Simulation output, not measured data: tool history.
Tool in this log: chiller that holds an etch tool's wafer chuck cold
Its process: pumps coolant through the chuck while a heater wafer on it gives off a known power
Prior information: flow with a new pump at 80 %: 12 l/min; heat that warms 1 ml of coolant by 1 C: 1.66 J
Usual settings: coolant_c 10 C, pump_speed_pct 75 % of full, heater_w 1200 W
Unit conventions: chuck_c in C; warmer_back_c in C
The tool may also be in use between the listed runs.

run	hour	coolant_c	pump_speed_pct	heater_w	chuck_c	warmer_back_c
1	0	10	75	1200	22	3.83
2	85.2	10	75	1200	21.8	3.89
3	177.8	10	75	1200	21.8	3.91
4	216.5	10	75	1200	21.9	3.85
5	293.2	10	75	1200	21.8	3.88
6	351.6	10	75	1200	21.7	3.89
7	391.9	10	75	1200	21.9	3.84
8	469	10	75	1200	21.9	3.84
9	557.4	10	75	1200	21.7	3.82
10	652.4	2	75	1200	14	3.84
11	723.9	2	75	1200	13.8	3.87
12	777.9	10	75	1037	20.3	3.33
13	850	10	75	1037	20	3.36
14	926.5	10	75	1200	21.9	3.86
15	1013.2	10	75	1200	21.8	3.8
16	1069.8	2	75	1200	13.5	3.93
17	1149.3	10	84	1580	24.4	4.47
18	1242.5	18	78	696	24.6	2.15
19	1325.6	18	78	696	24.8	2.13
20	1381.6	18	94	735	24	1.88
21	1425.3	10	91	1200	20.3	3.18
22	1519.9	10	91	1200	20.3	3.15
23	1574.3	18	92	1291	29	3.4
24	1625.8	18	92	1291	28.9	3.38
25	1702.9	18	92	1291	29	3.36
26	1761	18	92	1291	29	3.36
27	1816.4	18	92	1291	29	3.32
28	1866.5	14	93	1291	25	3.29
29	1921	4	75	842	12.5	2.71
30	2004.4	4	75	1151	15.5	3.73
31	2091.2	4	75	1151	15.3	3.7
32	2183.6	7	75	1151	18.4	3.68

Not shown here: 1 entry made in the log between runs. Locate each between two listed runs and compare the hidden state at the listed run before it with the hidden state at the listed run after it:
In the gap between runs 28 and 29: coolant changed, channels flushed (hour 1879.1)
  heat passed by the chuck's channels, % of clean ones': 99.8 -> 100
